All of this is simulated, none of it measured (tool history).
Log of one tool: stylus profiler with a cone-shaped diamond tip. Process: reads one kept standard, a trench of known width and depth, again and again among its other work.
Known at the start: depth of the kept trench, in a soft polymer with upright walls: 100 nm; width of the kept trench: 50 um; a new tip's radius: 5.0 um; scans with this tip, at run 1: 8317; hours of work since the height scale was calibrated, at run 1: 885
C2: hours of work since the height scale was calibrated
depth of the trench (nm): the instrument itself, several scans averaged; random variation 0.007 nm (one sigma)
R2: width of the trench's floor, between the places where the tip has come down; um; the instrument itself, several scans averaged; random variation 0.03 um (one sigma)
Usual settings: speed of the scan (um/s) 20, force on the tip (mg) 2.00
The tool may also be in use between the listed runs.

Run 1, hour 0.0: usual settings; scans with this tip 8317; C2 885. Result: depth of the trench (nm) 100.768, R2 47.71 um.
Run 2, hour 20.8: usual settings; scans with this tip 8452; C2 899. Result: depth of the trench (nm) 100.787, R2 47.67 um.
Run 3, hour 41.1: usual settings; scans with this tip 8583; C2 913. Result: depth of the trench (nm) 100.759, R2 47.68 um.
Run 4, hour 77.9: usual settings; scans with this tip 8822; C2 939. Result: depth of the trench (nm) 100.781, R2 47.66 um.
Run 5, hour 111.4: usual settings; scans with this tip 9038; C2 962. Result: depth of the trench (nm) 100.789, R2 47.64 um.
Run 6, hour 141.9: usual settings; scans with this tip 9236; C2 983. Result: depth of the trench (nm) 100.795, R2 47.61 um.
Run 7, hour 165.0: usual settings but speed of the scan (um/s) 64, force on the tip (mg) 3.82; scans with this tip 9385; C2 999. Result: depth of the trench (nm) 101.098, R2 47.63 um.
At hour 186.3: height scale calibrated on a step standard.
Run 8, hour 197.8: usual settings but speed of the scan (um/s) 24, force on the tip (mg) 3.82; scans with this tip 9594; C2 8. Result: depth of the trench (nm) 100.804, R2 47.60 um.
Run 9, hour 239.0: usual settings but speed of the scan (um/s) 24; scans with this tip 9861; C2 36. Result: depth of the trench (nm) 100.517, R2 47.59 um.
Run 10, hour 275.0: usual settings but speed of the scan (um/s) 26, force on the tip (mg) 2.17; scans with this tip 10094; C2 61. Result: depth of the trench (nm) 100.536, R2 47.57 um.
Run 11, hour 306.5: usual settings but speed of the scan (um/s) 79, force on the tip (mg) 2.67; scans with this tip 10298; C2 83. Result: depth of the trench (nm) 100.632, R2 47.43 um.

Forecast each of these 5 alternatives for the next run:
Run A, hour 338.0: usual settings but speed of the scan (um/s) 6, force on the tip (mg) 2.67; scans with this tip 10502; C2 104. Result: depth of the trench (nm) ?, R2 ?.
Run B, hour 338.0: usual settings but speed of the scan (um/s) 44, force on the tip (mg) 2.67; scans with this tip 10502; C2 104. Result: depth of the trench (nm) ?, R2 ?.
Run C, hour 338.0: usual settings but speed of the scan (um/s) 17, force on the tip (mg) 4.84; scans with this tip 10502; C2 104. Result: depth of the trench (nm) ?, R2 ?.
Run D, hour 338.0: usual settings but speed of the scan (um/s) 25, force on the tip (mg) 2.07; scans with this tip 10502; C2 104. Result: depth of the trench (nm) ?, R2 ?.
Run E, hour 338.0: usual settings but speed of the scan (um/s) 60, force on the tip (mg) 0.85; scans with this tip 10502; C2 104. Result: depth of the trench (nm) ?, R2 ?.

run  depth of the trench (nm)     R2
  A                   100.634  47.59
  B                   100.637  47.51
  C                   100.962  47.63
  D                   100.531  47.60
  E                   100.268  47.38
Without the tool's hidden state the same runs would have given:
run  depth of the trench (nm)     R2
  A                   100.675  47.97
  B                   100.678  47.89
  C                   101.003  48.01
  D                   100.572  47.98
  E                   100.309  47.76
